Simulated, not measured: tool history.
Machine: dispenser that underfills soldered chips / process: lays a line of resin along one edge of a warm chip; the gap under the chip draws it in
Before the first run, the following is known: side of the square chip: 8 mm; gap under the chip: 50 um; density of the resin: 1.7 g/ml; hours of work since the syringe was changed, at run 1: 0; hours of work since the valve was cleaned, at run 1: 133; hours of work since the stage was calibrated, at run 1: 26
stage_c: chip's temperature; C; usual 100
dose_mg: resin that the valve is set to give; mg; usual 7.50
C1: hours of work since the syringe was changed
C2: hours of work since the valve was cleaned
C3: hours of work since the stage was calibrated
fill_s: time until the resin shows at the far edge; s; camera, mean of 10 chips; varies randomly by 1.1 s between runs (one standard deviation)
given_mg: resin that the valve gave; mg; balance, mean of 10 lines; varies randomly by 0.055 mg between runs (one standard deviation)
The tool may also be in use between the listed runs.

run 1 hour=0.0 | stage_c=100 dose_mg=7.50 | C1=0 C2=133 C3=26 | fill_s=101.0 given_mg=7.10
-- hour=5.5 dispensing valve cleaned and set on the balance
run 2 hour=11.1 | stage_c=100 dose_mg=6.97 | C1=7 C2=4 C3=32 | fill_s=162.0 given_mg=6.96
-- hour=16.7 new syringe of resin
run 3 hour=16.7 | stage_c=100 dose_mg=7.50 | C1=0 C2=7 C3=36 | fill_s=100.1 given_mg=7.51
run 4 hour=24.8 | stage_c=111 dose_mg=7.50 | C1=5 C2=12 C3=41 | fill_s=106.0 given_mg=7.42
-- hour=32.5 new syringe of resin
run 5 hour=36.3 | stage_c=111 dose_mg=7.50 | C1=2 C2=20 C3=48 | fill_s=86.8 given_mg=7.42
run 6 hour=45.3 | stage_c=111 dose_mg=7.50 | C1=8 C2=25 C3=54 | fill_s=131.5 given_mg=7.44
-- hour=48.1 new syringe of resin
run 7 hour=53.2 | stage_c=111 dose_mg=6.95 | C1=3 C2=30 C3=59 | fill_s=93.8 given_mg=6.88
-- hour=63.5 new syringe of resin
run 8 hour=63.5 | stage_c=100 dose_mg=7.50 | C1=0 C2=37 C3=65 | fill_s=102.9 given_mg=7.35
run 9 hour=71.4 | stage_c=100 dose_mg=7.50 | C1=5 C2=42 C3=70 | fill_s=145.8 given_mg=7.45
-- hour=79.3 new syringe of resin
run 10 hour=82.8 | stage_c=100 dose_mg=7.50 | C1=2 C2=49 C3=78 | fill_s=118.3 given_mg=7.36
run 11 hour=91.5 | stage_c=95 dose_mg=7.50 | C1=8 C2=55 C3=83 | fill_s=200.9 given_mg=7.33
-- hour=94.8 new syringe of resin
run 12 hour=100.1 | stage_c=91 dose_mg=7.95 | C1=3 C2=60 C3=88 | fill_s=168.7 given_mg=7.96
run 13 hour=105.4 | stage_c=91 dose_mg=7.95 | C1=7 C2=63 C3=92 | fill_s=211.8 given_mg=7.78
-- hour=110.6 new syringe of resin
run 14 hour=114.1 | stage_c=107 dose_mg=7.27 | C1=2 C2=69 C3=97 | fill_s=98.8 given_mg=7.05
run 15 hour=120.2 | stage_c=100 dose_mg=8.75 | C1=6 C2=73 C3=101 | fill_s=151.1 given_mg=8.60
-- hour=126.2 new syringe of resin
run 16 hour=130.1 | stage_c=97 dose_mg=8.73 | C1=3 C2=79 C3=108 | fill_s=131.3 given_mg=8.57
run 17 hour=137.7 | stage_c=100 dose_mg=7.55 | C1=7 C2=84 C3=112 | fill_s=176.2 given_mg=7.37
-- hour=141.6 new syringe of resin
run 18 hour=144.2 | stage_c=100 dose_mg=7.55 | C1=2 C2=88 C3=116 | fill_s=114.3 given_mg=7.35
run 19 hour=151.5 | stage_c=100 dose_mg=7.88 | C1=6 C2=93 C3=121 | fill_s=158.1 given_mg=7.65
-- hour=157.4 new syringe of resin
run 20 hour=161.2 | stage_c=115 dose_mg=7.48 | C1=2 C2=99 C3=127 | fill_s=78.4 given_mg=7.31
run 21 hour=170.5 | stage_c=104 dose_mg=8.63 | C1=8 C2=105 C3=133 | fill_s=159.7 given_mg=8.32

Each row is a separate what-if for the run after 21, all from the same tool condition, not one after another. Results?
-- hour=173.4 new syringe of resin
run A hour=176.7 | stage_c=109 dose_mg=6.85 | C1=2 C2=109 C3=137 | fill_s=? given_mg=?
-- hour=173.4 new syringe of resin
run B hour=176.7 | stage_c=109 dose_mg=7.50 | C1=2 C2=109 C3=137 | fill_s=? given_mg=?
-- hour=173.4 new syringe of resin
run C hour=176.7 | stage_c=95 dose_mg=9.15 | C1=2 C2=109 C3=137 | fill_s=? given_mg=?
-- hour=173.4 new syringe of resin
run D hour=176.7 | stage_c=97 dose_mg=8.24 | C1=2 C2=109 C3=137 | fill_s=? given_mg=?

run=A fill_s=93.2 given_mg=6.61
run=B fill_s=91.0 given_mg=7.21
run=C fill_s=134.1 given_mg=8.77
run=D fill_s=127.6 given_mg=7.90
The same runs, with their run-to-run variation unchanged, on a tool lacking any hidden condition would have given:
run=A fill_s=79.5 given_mg=6.87
run=B fill_s=78.0 given_mg=7.50
run=C fill_s=115.8 given_mg=9.12
run=D fill_s=109.9 given_mg=8.21

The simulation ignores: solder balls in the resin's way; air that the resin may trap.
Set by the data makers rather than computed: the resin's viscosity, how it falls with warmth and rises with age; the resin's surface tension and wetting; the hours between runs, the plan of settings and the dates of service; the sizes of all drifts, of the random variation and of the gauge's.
